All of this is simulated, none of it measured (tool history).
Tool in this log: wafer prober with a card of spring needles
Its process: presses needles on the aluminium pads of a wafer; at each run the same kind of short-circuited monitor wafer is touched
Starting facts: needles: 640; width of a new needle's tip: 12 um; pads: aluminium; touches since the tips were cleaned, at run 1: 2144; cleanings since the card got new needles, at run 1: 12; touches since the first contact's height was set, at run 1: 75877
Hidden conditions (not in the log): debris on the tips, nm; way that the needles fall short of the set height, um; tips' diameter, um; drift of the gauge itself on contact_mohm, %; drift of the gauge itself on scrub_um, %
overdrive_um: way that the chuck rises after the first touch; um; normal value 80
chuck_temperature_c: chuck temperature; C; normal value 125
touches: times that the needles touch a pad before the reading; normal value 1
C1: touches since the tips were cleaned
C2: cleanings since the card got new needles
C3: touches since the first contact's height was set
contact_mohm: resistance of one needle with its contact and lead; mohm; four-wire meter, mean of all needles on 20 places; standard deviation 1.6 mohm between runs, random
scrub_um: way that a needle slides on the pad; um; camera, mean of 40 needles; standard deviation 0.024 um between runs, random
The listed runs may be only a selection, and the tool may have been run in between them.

run 1 hour=0.0 | overdrive_um=80 chuck_temperature_c=125 touches=1 | C1=2144 C2=12 C3=75877 | contact_mohm=192 scrub_um=12.33
-- hour=8.6 tips cleaned on abrasive film
run 2 hour=19.5 | overdrive_um=60 chuck_temperature_c=125 touches=1 | C1=4747 C2=13 C3=84326 | contact_mohm=236 scrub_um=9.20
-- hour=22.6 tips cleaned on abrasive film
-- hour=37.6 tips cleaned on abrasive film
run 3 hour=41.9 | overdrive_um=93 chuck_temperature_c=125 touches=1 | C1=1884 C2=15 C3=93965 | contact_mohm=176 scrub_um=14.29
-- hour=50.3 tips cleaned on abrasive film
run 4 hour=52.5 | overdrive_um=93 chuck_temperature_c=125 touches=1 | C1=938 C2=16 C3=98518 | contact_mohm=170 scrub_um=14.38
-- hour=64.5 tips cleaned on abrasive film
run 5 hour=65.4 | overdrive_um=93 chuck_temperature_c=125 touches=1 | C1=355 C2=17 C3=104069 | contact_mohm=165 scrub_um=14.38
-- hour=78.5 tips cleaned on abrasive film
run 6 hour=86.0 | overdrive_um=93 chuck_temperature_c=125 touches=1 | C1=3265 C2=18 C3=113004 | contact_mohm=193 scrub_um=14.32
-- hour=92.3 tips cleaned on abrasive film
run 7 hour=98.2 | overdrive_um=93 chuck_temperature_c=125 touches=1 | C1=2588 C2=19 C3=118263 | contact_mohm=181 scrub_um=14.28
-- hour=105.1 tips cleaned on abrasive film
-- hour=118.4 tips cleaned on abrasive film
run 8 hour=118.4 | overdrive_um=93 chuck_temperature_c=125 touches=2 | C1=0 C2=21 C3=126966 | contact_mohm=159 scrub_um=14.27
-- hour=131.6 tips cleaned on abrasive film
run 9 hour=143.0 | overdrive_um=93 chuck_temperature_c=125 touches=1 | C1=4964 C2=22 C3=137596 | contact_mohm=192 scrub_um=14.26
-- hour=145.2 tips cleaned on abrasive film
-- hour=159.4 tips cleaned on abrasive film
run 10 hour=159.4 | overdrive_um=93 chuck_temperature_c=125 touches=1 | C1=0 C2=24 C3=144619 | contact_mohm=161 scrub_um=14.30
-- hour=173.1 tips cleaned on abrasive film
run 11 hour=181.8 | overdrive_um=80 chuck_temperature_c=125 touches=2 | C1=3785 C2=25 C3=154328 | contact_mohm=187 scrub_um=12.22
-- hour=186.7 tips cleaned on abrasive film
run 12 hour=199.2 | overdrive_um=80 chuck_temperature_c=125 touches=2 | C1=5438 C2=26 C3=161838 | contact_mohm=187 scrub_um=12.22
-- hour=200.9 tips cleaned on abrasive film
-- hour=213.6 tips cleaned on abrasive film
run 13 hour=217.8 | overdrive_um=80 chuck_temperature_c=125 touches=1 | C1=1806 C2=28 C3=169837 | contact_mohm=183 scrub_um=12.22
-- hour=227.5 tips cleaned on abrasive film
-- hour=233.3 height of the first contact set anew
run 14 hour=238.3 | overdrive_um=80 chuck_temperature_c=125 touches=1 | C1=4560 C2=29 C3=2157 | contact_mohm=206 scrub_um=12.45
-- hour=241.4 tips cleaned on abrasive film
-- hour=254.5 tips cleaned on abrasive film
run 15 hour=256.4 | overdrive_um=80 chuck_temperature_c=125 touches=2 | C1=797 C2=31 C3=9923 | contact_mohm=167 scrub_um=12.39
-- hour=267.6 tips cleaned on abrasive film
run 16 hour=273.1 | overdrive_um=70 chuck_temperature_c=70 touches=2 | C1=2373 C2=32 C3=17152 | contact_mohm=178 scrub_um=10.88
-- hour=280.3 tips cleaned on abrasive film
run 17 hour=287.7 | overdrive_um=98 chuck_temperature_c=101 touches=1 | C1=3199 C2=33 C3=23449 | contact_mohm=182 scrub_um=15.22
-- hour=293.4 tips cleaned on abrasive film
run 18 hour=301.8 | overdrive_um=98 chuck_temperature_c=101 touches=1 | C1=3628 C2=34 C3=29526 | contact_mohm=184 scrub_um=15.15
-- hour=306.5 tips cleaned on abrasive film
-- hour=319.5 tips cleaned on abrasive film
run 19 hour=321.6 | overdrive_um=98 chuck_temperature_c=101 touches=1 | C1=897 C2=36 C3=38058 | contact_mohm=166 scrub_um=15.14
-- hour=332.8 tips cleaned on abrasive film
run 20 hour=339.0 | overdrive_um=98 chuck_temperature_c=101 touches=1 | C1=2699 C2=37 C3=45604 | contact_mohm=179 scrub_um=15.18
-- hour=346.1 tips cleaned on abrasive film
run 21 hour=357.5 | overdrive_um=90 chuck_temperature_c=76 touches=1 | C1=4960 C2=38 C3=53572 | contact_mohm=194 scrub_um=13.89
-- hour=359.7 tips cleaned on abrasive film
-- hour=373.0 tips cleaned on abrasive film
run 22 hour=373.0 | overdrive_um=60 chuck_temperature_c=109 touches=1 | C1=0 C2=40 C3=60218 | contact_mohm=166 scrub_um=9.24
-- hour=386.5 tips cleaned on abrasive film
run 23 hour=395.4 | overdrive_um=80 chuck_temperature_c=104 touches=3 | C1=3859 C2=41 C3=69926 | contact_mohm=174 scrub_um=12.34
-- hour=399.6 tips cleaned on abrasive film
run 24 hour=408.6 | overdrive_um=97 chuck_temperature_c=52 touches=1 | C1=3885 C2=42 C3=75597 | contact_mohm=178 scrub_um=15.01
-- hour=412.4 tips cleaned on abrasive film
-- hour=425.9 tips cleaned on abrasive film
run 25 hour=427.9 | overdrive_um=91 chuck_temperature_c=104 touches=1 | C1=888 C2=44 C3=83929 | contact_mohm=171 scrub_um=13.99
-- hour=438.9 tips cleaned on abrasive film
run 26 hour=444.3 | overdrive_um=98 chuck_temperature_c=28 touches=1 | C1=2353 C2=45 C3=90987 | contact_mohm=166 scrub_um=15.11

Pick out some run-to-run changes in contact_mohm. Of each, how much would a tool without hidden state show as well, from the settings, what came in and chance, and how much is left for the hidden state and any gauge scatter not in both results compared?
Run 1 -> 2: overdrive_um 80 -> 60, tips cleaned on abrasive film. contact_mohm +44 mohm: hidden state +41, all else +3.
Run 2 -> 3: overdrive_um 60 -> 93, tips cleaned on abrasive film, tips cleaned on abrasive film. contact_mohm -60 mohm: hidden state -55, all else -5.

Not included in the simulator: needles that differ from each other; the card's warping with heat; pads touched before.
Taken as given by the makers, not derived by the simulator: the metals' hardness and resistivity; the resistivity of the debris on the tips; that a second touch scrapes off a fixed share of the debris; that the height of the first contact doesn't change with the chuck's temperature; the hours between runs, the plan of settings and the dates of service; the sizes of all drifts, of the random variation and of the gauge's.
